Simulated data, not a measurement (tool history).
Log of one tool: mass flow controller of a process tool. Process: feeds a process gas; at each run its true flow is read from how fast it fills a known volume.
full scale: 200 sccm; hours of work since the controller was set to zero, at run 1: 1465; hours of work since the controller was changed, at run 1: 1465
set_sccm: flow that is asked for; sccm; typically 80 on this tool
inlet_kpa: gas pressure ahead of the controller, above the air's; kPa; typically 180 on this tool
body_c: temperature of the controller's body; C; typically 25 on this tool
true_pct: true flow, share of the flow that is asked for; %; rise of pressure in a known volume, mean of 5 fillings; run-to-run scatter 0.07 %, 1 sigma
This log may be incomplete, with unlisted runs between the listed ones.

run	hour	set_sccm	inlet_kpa	body_c	hours of work since the controller was set to zero	hours of work since the controller was changed	true_pct
1	0	80	180	25	1465	1465	98.64
2	93.5	161	180	25	1511	1511	99.05
3	144.4	161	180	25	1536	1536	99.33
4	263.3	80	180	25	1594	1594	98.43
5	362.5	80	180	25	1643	1643	98.56
6	455.3	22	180	25	1688	1688	99.5
7	558.7	80	180	25	1739	1739	98.5
8	647.4	80	180	33	1783	1783	97.74
9	739.8	80	180	33	1828	1828	97.69
10	840.9	80	180	25	1878	1878	98.54
11	912	80	160	25	1913	1913	98.71
12	1024.1	80	264	25	1968	1968	98.03
13	1144.4	38	180	25	2027	2027	98.8
14	1213.6	38	180	25	2061	2061	98.95
15	1324.1	38	180	25	2115	2115	98.81
16	1447.7	68	180	25	2176	2176	98.63
17	1514.6	80	180	25	2208	2208	98.56
18	1571.7	80	180	25	2236	2236	98.53
19	1625.2	80	180	32	2263	2263	97.88
20	1737.9	80	180	32	2318	2318	97.68
21	1839.9	80	180	32	2368	2368	97.77
22	1964.5	72	180	25	2429	2429	98.47
23	2077.3	49	180	25	2485	2485	98.78
24	2158.7	49	180	32	2525	2525	97.98
25	2260.2	103	249	33	2574	2574	97.55
26	2332.5	80	180	37	2610	2610	97.35
27	2412.2	33	159	25	2649	2649	99.34
28	2491.1	55	145	25	2688	2688	98.92
29	2546.9	55	145	25	2715	2715	98.81
30	2672.9	38	145	25	2777	2777	99.35
31	2725.3	198	167	24	2803	2803	99.68
32	2779	66	141	31	2829	2829	98.07
33	2875.2	66	204	33	2876	2876	97.69
34	2954.5	183	164	39	2915	2915	98.04
35	3025.3	35	151	23	2950	2950	99.66
36	3140.4	51	180	25	3006	3006	98.81
37	3235.6	85	272	34	3053	3053	97.27
38	3320.2	80	224	25	3095	3095	98.41
39	3377.5	80	224	25	3123	3123	98.4
40	3444.6	80	224	25	3156	3156	98.58
41	3564.7	40	180	25	3215	3215	99.22
42	3682.5	52	153	28	3272	3272	98.65
43	3764.3	72	203	24	3313	3313	98.6
44	3816.8	80	188	25	3338	3338	98.7
45	3942.3	80	188	25	3400	3400	98.65
46	4005.6	87	188	34	3431	3431	97.54
47	4103.3	80	204	37	3479	3479	97.18

The same runs without the tool's hidden state, with the same run-to-run variation:
Hidden conditions of the tool in this case: flow at rest that the sensor doesn't see, % of full scale; true flow over the shown one, %; drift of the gauge itself on true_pct, %.
run	true_pct
1	98.58
2	99.29
3	99.57
4	98.36
5	98.49
6	97.7
7	98.42
8	97.66
9	97.61
10	98.45
11	98.62
12	97.93
13	97.86
14	98.01
15	97.84
16	98.38
17	98.45
18	98.42
19	97.77
20	97.57
21	97.65
22	98.26
23	98.09
24	97.29
25	97.63
26	97.22
27	97.86
28	98.36
29	98.24
30	98.13
31	100.13
32	97.72
33	97.33
34	98.47
35	98.18
36	98.06
37	97.18
38	98.25
39	98.24
40	98.42
41	97.95
42	97.88
43	98.3
44	98.54
45	98.48
46	97.46
47	97

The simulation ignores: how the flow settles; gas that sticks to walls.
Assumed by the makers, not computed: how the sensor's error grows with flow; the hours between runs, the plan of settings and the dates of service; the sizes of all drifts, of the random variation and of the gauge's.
